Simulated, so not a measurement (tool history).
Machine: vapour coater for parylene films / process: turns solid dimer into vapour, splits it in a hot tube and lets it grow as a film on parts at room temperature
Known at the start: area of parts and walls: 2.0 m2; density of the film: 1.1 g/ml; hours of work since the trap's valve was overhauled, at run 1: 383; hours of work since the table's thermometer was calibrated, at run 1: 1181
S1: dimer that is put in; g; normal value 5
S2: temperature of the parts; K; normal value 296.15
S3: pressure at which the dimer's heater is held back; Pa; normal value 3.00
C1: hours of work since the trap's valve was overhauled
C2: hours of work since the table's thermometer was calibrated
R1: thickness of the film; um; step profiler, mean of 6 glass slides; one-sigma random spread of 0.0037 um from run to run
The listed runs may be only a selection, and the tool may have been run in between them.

Run 1, hour 0.0: usual settings; C1 383; C2 1181. Result: R1 1.432 um.
Run 2, hour 27.5: usual settings but S2 308.15 K; C1 403; C2 1202. Result: R1 0.859 um.
Run 3, hour 85.2: usual settings but S2 308.15 K; C1 447; C2 1246. Result: R1 0.853 um.
At hour 97.5: trap's valve overhauled.
Run 4, hour 126.3: usual settings but S2 299.15 K; C1 22; C2 1274. Result: R1 1.324 um.
Run 5, hour 176.3: usual settings; C1 60; C2 1313. Result: R1 1.492 um.
Run 6, hour 211.8: usual settings; C1 87; C2 1340. Result: R1 1.497 um.
Run 7, hour 243.1: usual settings; C1 111; C2 1363. Result: R1 1.486 um.
Run 8, hour 286.5: usual settings; C1 144; C2 1396. Result: R1 1.486 um.
Run 9, hour 329.2: usual settings; C1 176; C2 1429. Result: R1 1.477 um.
Run 10, hour 365.8: usual settings; C1 204; C2 1457. Result: R1 1.479 um.
Run 11, hour 398.0: usual settings but S3 11.29 Pa; C1 229; C2 1481. Result: R1 1.166 um.
Run 12, hour 443.7: usual settings; C1 264; C2 1516. Result: R1 1.472 um.
Run 13, hour 493.9: usual settings; C1 302; C2 1554. Result: R1 1.461 um.
At hour 499.3: table's thermometer calibrated.
Run 14, hour 528.9: usual settings; C1 328; C2 23. Result: R1 1.393 um.
Run 15, hour 555.7: usual settings but S2 295.15 K; C1 348; C2 43. Result: R1 1.448 um.
Run 16, hour 590.3: usual settings but S2 295.15 K; C1 375; C2 69. Result: R1 1.446 um.
Run 17, hour 634.1: usual settings; C1 408; C2 103. Result: R1 1.383 um.
Run 18, hour 669.1: usual settings but S1 6 g; C1 435; C2 129. Result: R1 1.656 um.
At hour 697.1: trap's valve overhauled.
Run 19, hour 723.7: usual settings but S1 7 g; C1 20; C2 168. Result: R1 2.032 um.
Run 20, hour 784.1: usual settings but S1 7 g; C1 66; C2 214. Result: R1 2.023 um.
Run 21, hour 839.3: usual settings but S1 7 g; C1 108; C2 256. Result: R1 2.011 um.
Run 22, hour 891.8: usual settings but S1 7 g; C1 148; C2 296. Result: R1 2.014 um.
Run 23, hour 917.3: usual settings; C1 168; C2 315. Result: R1 1.435 um.
Run 24, hour 942.1: usual settings but S1 2 g, S2 299.15 K, S3 2.01 Pa; C1 187; C2 334. Result: R1 0.544 um.
Run 25, hour 969.0: usual settings but S3 4.86 Pa; C1 207; C2 355. Result: R1 1.308 um.
Run 26, hour 1008.5: usual settings but S3 4.86 Pa; C1 237; C2 385. Result: R1 1.304 um.
Run 27, hour 1065.8: usual settings but S3 4.39 Pa; C1 281; C2 428. Result: R1 1.322 um.
Run 28, hour 1111.6: usual settings but S3 4.39 Pa; C1 316; C2 463. Result: R1 1.323 um.
Run 29, hour 1141.3: usual settings but S3 4.39 Pa; C1 338; C2 486. Result: R1 1.324 um.
Run 30, hour 1198.9: usual settings but S3 4.39 Pa; C1 382; C2 530. Result: R1 1.313 um.
Run 31, hour 1246.1: usual settings but S1 9 g, S2 289.15 K; C1 418; C2 566. Result: R1 3.396 um.
Run 32, hour 1290.3: usual settings but S1 9 g, S2 289.15 K, S3 10.04 Pa; C1 452; C2 599. Result: R1 2.718 um.
At hour 1299.5: trap's valve overhauled.
Run 33, hour 1319.7: usual settings but S1 4 g, S2 289.15 K, S3 2.61 Pa; C1 15; C2 619. Result: R1 1.610 um.
Run 34, hour 1349.1: usual settings but S2 307.15 K, S3 6.48 Pa; C1 38; C2 641. Result: R1 0.803 um.
Run 35, hour 1380.7: usual settings but S1 6 g, S2 307.15 K, S3 2.73 Pa; C1 62; C2 665. Result: R1 1.131 um.
Run 36, hour 1437.7: usual settings but S3 11.32 Pa; C1 105; C2 709. Result: R1 1.154 um.
Run 37, hour 1491.3: usual settings but S1 6 g, S2 303.15 K, S3 11.32 Pa; C1 146; C2 749. Result: R1 1.024 um.
Run 38, hour 1517.0: usual settings but S1 6 g, S2 303.15 K, S3 11.32 Pa; C1 166; C2 769. Result: R1 1.029 um.
Run 39, hour 1571.2: usual settings but S1 6 g, S2 303.15 K, S3 11.32 Pa; C1 207; C2 810. Result: R1 1.019 um.
Run 40, hour 1604.9: usual settings but S1 6 g, S2 303.15 K, S3 11.32 Pa; C1 233; C2 836. Result: R1 1.014 um.
Run 41, hour 1656.5: usual settings but S2 293.15 K, S3 2.39 Pa; C1 272; C2 875. Result: R1 1.685 um.
Run 42, hour 1717.4: usual settings but S1 2 g, S2 302.15 K, S3 4.21 Pa; C1 318; C2 922. Result: R1 0.418 um.
Run 43, hour 1748.7: usual settings but S1 2 g, S2 302.15 K, S3 4.21 Pa; C1 342; C2 945. Result: R1 0.419 um.
Run 44, hour 1803.7: usual settings but S1 7 g, S2 302.15 K, S3 3.20 Pa; C1 384; C2 987. Result: R1 1.524 um.
Run 45, hour 1847.8: usual settings but S1 9 g, S3 3.75 Pa; C1 418; C2 1021. Result: R1 2.447 um.
Run 46, hour 1891.2: usual settings but S1 6 g, S2 299.15 K; C1 451; C2 1054. Result: R1 1.490 um.

Below, some changes in R1 between adjacent runs. For each, the amount present without the hidden state too (settings, incoming material, random variation) and the amount remaining for the hidden state with gauge scatter not shared by both compared results:
The tool's hidden condition here consists of: vapour lost through the trap's worn valve, %; true temperature of the parts over the reading, C; drift of the gauge itself on film_um, %.
Run 18 -> 19: S1 6 -> 7, trap's valve overhauled. R1 +0.376 um: hidden state +0.088, all else +0.288.
Run 30 -> 31: S1 5 -> 9, S2 296.15 -> 289.15, S3 4.39 -> 3.00. R1 +2.083 um: hidden state -0.081, all else +2.164.
Run 32 -> 33: S1 9 -> 4, S3 10.04 -> 2.61, trap's valve overhauled. R1 -1.108 um: hidden state +0.131, all else -1.239.
Run 41 -> 42: S1 5 -> 2, S2 293.15 -> 302.15, S3 2.39 -> 4.21. R1 -1.267 um: hidden state +0.014, all else -1.281.
